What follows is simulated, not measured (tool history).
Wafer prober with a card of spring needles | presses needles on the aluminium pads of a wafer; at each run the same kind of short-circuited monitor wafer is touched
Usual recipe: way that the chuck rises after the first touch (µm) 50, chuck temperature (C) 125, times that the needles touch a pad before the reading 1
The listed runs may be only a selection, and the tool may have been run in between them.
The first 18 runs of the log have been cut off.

| run | hour | way that the chuck rises after the first touch (µm) | chuck temperature (C) | times that the needles touch a pad before the reading | touches since the tips were cleaned | cleanings since the card got new needles | touches since the first contact's height was set | resistance of one needle with its contact and lead (mohm) | way that a needle slides on the pad (µm) |
|---|---|---|---|---|---|---|---|---|---|
| 19 | 248.3 | 35 | 64 | 1 | 7477 | 50 | 94311 | 283 | 6.616 |
|  | 249.5 | tips cleaned on abrasive film |
|  | 263.7 | tips cleaned on abrasive film |
| 20 | 266.7 | 31 | 58 | 1 | 1643 | 52 | 104359 | 278 | 5.860 |
| 21 | 276.6 | 31 | 58 | 1 | 7113 | 52 | 109829 | 286 | 5.850 |
|  | 278.3 | tips cleaned on abrasive film |
| 22 | 286.8 | 31 | 90 | 1 | 4703 | 53 | 115418 | 296 | 5.867 |
|  | 292.9 | tips cleaned on abrasive film |
|  | 293.2 | height of the first contact set anew |
| 23 | 297.0 | 66 | 28 | 2 | 2127 | 54 | 2127 | 253 | 12.457 |
|  | 308.8 | tips cleaned on abrasive film |
| 24 | 314.1 | 44 | 40 | 2 | 2908 | 55 | 11494 | 262 | 8.303 |
|  | 323.1 | tips cleaned on abrasive film |
| 25 | 323.1 | 44 | 40 | 2 | 0 | 56 | 16449 | 264 | 8.308 |
| 26 | 332.4 | 44 | 40 | 2 | 5120 | 56 | 21569 | 268 | 8.318 |
|  | 338.4 | tips cleaned on abrasive film |
| 27 | 345.1 | 54 | 72 | 1 | 3693 | 57 | 28494 | 267 | 10.188 |
|  | 353.9 | tips cleaned on abrasive film |
| 28 | 359.4 | 54 | 72 | 1 | 3044 | 58 | 36365 | 276 | 10.195 |
|  | 368.3 | tips cleaned on abrasive film |
| 29 | 375.1 | 54 | 30 | 1 | 3731 | 59 | 44968 | 258 | 10.206 |
|  | 383.7 | tips cleaned on abrasive film |
| 30 | 393.1 | 42 | 125 | 2 | 5159 | 60 | 54841 | 290 | 7.927 |
|  | 398.2 | tips cleaned on abrasive film |
| 31 | 411.3 | 33 | 125 | 1 | 7271 | 61 | 64868 | 306 | 6.235 |
|  | 412.8 | tips cleaned on abrasive film |
| 32 | 422.8 | 33 | 125 | 1 | 5556 | 62 | 71168 | 305 | 6.234 |
|  | 427.0 | tips cleaned on abrasive film |
| 33 | 431.2 | 50 | 72 | 2 | 2276 | 63 | 75711 | 269 | 9.444 |

3 options for the next run, each taken on its own from the tool as it stands now. Forecast them:
| A | 440.6 | 51 | 125 | 1 | 7506 | 63 | 80941 | ? | ? |
| B | 440.6 | 50 | 32 | 3 | 7506 | 63 | 80941 | ? | ? |
| C | 440.6 | 50 | 28 | 1 | 7506 | 63 | 80941 | ? | ? |

| run | resistance of one needle with its contact and lead (mohm) | way that a needle slides on the pad (µm) |
|---|---|---|
| A | 286 | 9.628 |
| B | 260 | 9.429 |
| C | 259 | 9.458 |
Stripped of hidden state, with their random variation kept, the same runs would have yielded:
| run | resistance of one needle with its contact and lead (mohm) | way that a needle slides on the pad (µm) |
|---|---|---|
| A | 285 | 9.628 |
| B | 260 | 9.430 |
| C | 258 | 9.458 |
